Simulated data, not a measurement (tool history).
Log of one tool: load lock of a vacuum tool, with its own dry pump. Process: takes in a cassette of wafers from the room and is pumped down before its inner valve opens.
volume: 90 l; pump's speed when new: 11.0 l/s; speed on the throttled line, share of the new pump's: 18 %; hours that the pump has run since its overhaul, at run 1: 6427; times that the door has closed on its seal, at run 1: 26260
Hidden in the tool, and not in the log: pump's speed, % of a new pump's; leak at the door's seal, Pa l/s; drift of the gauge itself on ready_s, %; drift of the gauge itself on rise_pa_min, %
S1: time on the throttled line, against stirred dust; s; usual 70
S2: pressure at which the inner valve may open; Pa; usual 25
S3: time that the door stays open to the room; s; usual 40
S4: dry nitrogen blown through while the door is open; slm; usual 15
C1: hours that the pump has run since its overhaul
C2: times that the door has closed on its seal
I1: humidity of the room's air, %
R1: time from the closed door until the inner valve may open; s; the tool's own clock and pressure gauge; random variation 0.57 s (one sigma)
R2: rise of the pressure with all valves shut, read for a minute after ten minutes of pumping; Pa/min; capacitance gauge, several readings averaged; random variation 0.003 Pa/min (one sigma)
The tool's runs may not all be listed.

Run 1, hour 0.0: usual settings; C1 6427; C2 26260; I1 46.4. Result: R1 129.2 s, R2 0.157 Pa/min.
Run 2, hour 388.3: usual settings but S1 42 s; C1 6815; C2 26970; I1 43.4. Result: R1 106.7 s, R2 0.157 Pa/min.
Run 3, hour 926.3: usual settings but S1 42 s; C1 7353; C2 27955; I1 46.1. Result: R1 106.8 s, R2 0.164 Pa/min.
Run 4, hour 1509.0: usual settings but S1 42 s, S3 25 s; C1 7936; C2 29021; I1 43.3. Result: R1 108.2 s, R2 0.175 Pa/min.
Run 5, hour 1817.2: usual settings; C1 8244; C2 29585; I1 46.5. Result: R1 130.8 s, R2 0.177 Pa/min.
Run 6, hour 2290.4: usual settings; C1 8718; C2 30451; I1 49.6. Result: R1 130.8 s, R2 0.190 Pa/min.
Run 7, hour 2768.3: usual settings but S3 152 s; C1 9195; C2 31326; I1 48.1. Result: R1 129.7 s, R2 0.214 Pa/min.
Run 8, hour 3220.8: usual settings but S3 152 s; C1 9648; C2 32154; I1 43.6. Result: R1 131.2 s, R2 0.218 Pa/min.
Run 9, hour 3664.8: usual settings but S3 152 s; C1 10092; C2 32967; I1 46.4. Result: R1 131.1 s, R2 0.229 Pa/min.
Run 10, hour 4132.3: usual settings but S3 152 s; C1 10559; C2 33822; I1 44.4. Result: R1 131.0 s, R2 0.236 Pa/min.
Run 11, hour 4587.0: usual settings but S3 152 s; C1 11014; C2 34654; I1 43.2. Result: R1 131.7 s, R2 0.237 Pa/min.
Run 12, hour 5168.6: usual settings but S3 152 s; C1 11596; C2 35719; I1 46.3. Result: R1 131.8 s, R2 0.248 Pa/min.
Run 13, hour 5825.8: usual settings but S3 152 s; C1 12253; C2 36921; I1 44.5. Result: R1 132.1 s, R2 0.259 Pa/min.
Run 14, hour 6190.4: usual settings; C1 12618; C2 37589; I1 43.2. Result: R1 133.0 s, R2 0.248 Pa/min.
Run 15, hour 6730.3: usual settings but S3 128 s; C1 13157; C2 38577; I1 42.9. Result: R1 133.7 s, R2 0.271 Pa/min.
Run 16, hour 7285.4: usual settings but S3 128 s; C1 13713; C2 39592; I1 47.4. Result: R1 133.6 s, R2 0.293 Pa/min.
Run 17, hour 7640.7: usual settings but S2 28 Pa; C1 14068; C2 40243; I1 45.7. Result: R1 133.5 s, R2 0.279 Pa/min.
Run 18, hour 7932.6: usual settings but S2 28 Pa; C1 14360; C2 40777; I1 44.7. Result: R1 132.4 s, R2 0.280 Pa/min.
Run 19, hour 8312.4: usual settings but S1 49 s, S2 46 Pa, S3 34 s; C1 14740; C2 41472; I1 45.2. Result: R1 111.8 s, R2 0.287 Pa/min.
Run 20, hour 8579.2: usual settings but S1 102 s, S2 20 Pa, S3 48 s, S4 17 slm; C1 15006; C2 41960; I1 45.3. Result: R1 161.5 s, R2 0.302 Pa/min.
Run 21, hour 8874.1: usual settings but S1 137 s, S2 20 Pa, S3 48 s, S4 6 slm; C1 15301; C2 42500; I1 47.0. Result: R1 189.9 s, R2 0.317 Pa/min.
Run 22, hour 9289.1: usual settings but S1 78 s, S2 43 Pa, S3 82 s, S4 6 slm; C1 15716; C2 43259; I1 47.2. Result: R1 135.6 s, R2 0.331 Pa/min.
Run 23, hour 9641.4: usual settings but S1 78 s, S2 43 Pa, S3 82 s, S4 6 slm; C1 16069; C2 43904; I1 42.0. Result: R1 136.0 s, R2 0.341 Pa/min.
Run 24, hour 9930.6: usual settings but S2 34 Pa, S4 9 slm; C1 16358; C2 44433; I1 46.3. Result: R1 131.5 s, R2 0.325 Pa/min.
Run 25, hour 10465.9: usual settings but S1 119 s, S4 8 slm; C1 16893; C2 45413; I1 47.3. Result: R1 175.4 s, R2 0.344 Pa/min.
Run 26, hour 10785.0: usual settings but S3 105 s, S4 4 slm; C1 17212; C2 45997; I1 43.7. Result: R1 137.2 s, R2 0.367 Pa/min.
Run 27, hour 11432.3: usual settings but S1 52 s, S2 32 Pa; C1 17860; C2 47182; I1 47.1. Result: R1 120.4 s, R2 0.349 Pa/min.
Run 28, hour 11984.1: usual settings but S1 66 s, S4 30 slm; C1 18411; C2 48191; I1 45.4. Result: R1 134.5 s, R2 0.366 Pa/min.
Run 29, hour 12266.4: usual settings but S1 66 s, S4 30 slm; C1 18694; C2 48708; I1 43.7. Result: R1 134.4 s, R2 0.368 Pa/min.
Run 30, hour 12883.4: usual settings but S1 46 s, S3 225 s, S4 30 slm; C1 19311; C2 49837; I1 48.3. Result: R1 118.8 s, R2 0.384 Pa/min.
At hour 12978.9: dry pump taken out, an overhauled one fitted.
Run 31, hour 13264.7: usual settings but S2 20 Pa, S3 108 s; C1 286; C2 50524; I1 47.2. Result: R1 127.8 s, R2 0.411 Pa/min.
Run 32, hour 13626.1: usual settings but S1 72 s, S2 45 Pa, S3 108 s; C1 647; C2 51185; I1 46.4. Result: R1 122.1 s, R2 0.421 Pa/min.
Run 33, hour 13919.7: usual settings but S2 42 Pa, S3 46 s; C1 941; C2 51723; I1 44.3. Result: R1 121.3 s, R2 0.425 Pa/min.
Run 34, hour 14328.5: usual settings but S2 42 Pa, S3 46 s; C1 1350; C2 52471; I1 49.2. Result: R1 122.4 s, R2 0.431 Pa/min.
Run 35, hour 14855.5: usual settings but S2 29 Pa, S3 41 s; C1 1877; C2 53435; I1 43.3. Result: R1 124.6 s, R2 0.443 Pa/min.

Measured less the same run without the tool's hidden state. The same run-to-run variation is in both; the gauge's scatter may not be:
run     R1      R2
  1   +3.3  +0.132
  2   +3.8  +0.134
  3   +4.2  +0.141
  4   +4.6  +0.150
  5   +4.4  +0.154
  6   +4.7  +0.163
  7   +4.9  +0.172
  8   +5.3  +0.175
  9   +5.5  +0.185
 10   +5.8  +0.197
 11   +6.1  +0.196
 12   +6.5  +0.207
 13   +6.9  +0.220
 14   +7.1  +0.224
 15   +7.7  +0.234
 16   +8.0  +0.250
 17   +8.1  +0.252
 18   +8.3  +0.256
 19   +8.3  +0.266
 20   +8.1  +0.277
 21   +7.6  +0.280
 22   +8.2  +0.283
 23   +8.5  +0.297
 24   +9.2  +0.298
 25   +8.7  +0.309
 26  +10.6  +0.319
 27  +11.0  +0.325
 28  +11.5  +0.345
 29  +11.6  +0.349
 30  +13.1  +0.353
 31   -0.1  +0.373
 32   +0.0  +0.379
 33   +0.1  +0.395
 34   +0.4  +0.399
 35   +0.7  +0.414
